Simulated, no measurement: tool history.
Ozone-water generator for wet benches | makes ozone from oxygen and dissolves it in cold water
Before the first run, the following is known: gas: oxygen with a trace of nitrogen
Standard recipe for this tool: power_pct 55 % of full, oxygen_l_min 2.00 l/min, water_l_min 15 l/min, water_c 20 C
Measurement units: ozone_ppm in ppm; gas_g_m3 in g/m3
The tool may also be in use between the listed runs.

{"run": 1, "hour": 0.0, "power_pct": 55, "oxygen_l_min": 2.0, "water_l_min": 15, "water_c": 20, "ozone_ppm": 9.0, "gas_g_m3": 122.9}
{"run": 2, "hour": 52.6, "power_pct": 55, "oxygen_l_min": 2.0, "water_l_min": 15, "water_c": 20, "ozone_ppm": 8.8, "gas_g_m3": 122.5}
{"run": 3, "hour": 120.8, "power_pct": 55, "oxygen_l_min": 2.0, "water_l_min": 15, "water_c": 20, "ozone_ppm": 8.8, "gas_g_m3": 122.3}
{"run": 4, "hour": 199.4, "power_pct": 55, "oxygen_l_min": 2.0, "water_l_min": 15, "water_c": 20, "ozone_ppm": 9.0, "gas_g_m3": 123.8}
{"hour": 211.2, "done": "contactor cleaned"}
{"run": 5, "hour": 268.9, "power_pct": 55, "oxygen_l_min": 2.0, "water_l_min": 15, "water_c": 20, "ozone_ppm": 8.5, "gas_g_m3": 121.6}
{"run": 6, "hour": 344.1, "power_pct": 55, "oxygen_l_min": 2.0, "water_l_min": 15, "water_c": 20, "ozone_ppm": 8.6, "gas_g_m3": 121.7}
{"run": 7, "hour": 420.2, "power_pct": 88, "oxygen_l_min": 1.82, "water_l_min": 10, "water_c": 25, "ozone_ppm": 15.6, "gas_g_m3": 179.0}
{"hour": 473.2, "done": "contactor cleaned, once more"}
{"run": 8, "hour": 503.3, "power_pct": 99, "oxygen_l_min": 2.0, "water_l_min": 15, "water_c": 20, "ozone_ppm": 13.7, "gas_g_m3": 182.6}
{"run": 9, "hour": 557.9, "power_pct": 99, "oxygen_l_min": 2.0, "water_l_min": 10, "water_c": 20, "ozone_ppm": 19.1, "gas_g_m3": 181.8}

What will run 10 give?
{"run": 10, "hour": 629.1, "power_pct": 55, "oxygen_l_min": 3.25, "water_l_min": 20, "water_c": 23, "ozone_ppm": "?", "gas_g_m3": "?"}

ozone_ppm: 7.0 ppm
gas_g_m3: 92.0 g/m3
With the hidden condition absent and the run-to-run variation left alone, this run would have shown ozone_ppm 7.1 ppm, gas_g_m3 93.6 g/m3.

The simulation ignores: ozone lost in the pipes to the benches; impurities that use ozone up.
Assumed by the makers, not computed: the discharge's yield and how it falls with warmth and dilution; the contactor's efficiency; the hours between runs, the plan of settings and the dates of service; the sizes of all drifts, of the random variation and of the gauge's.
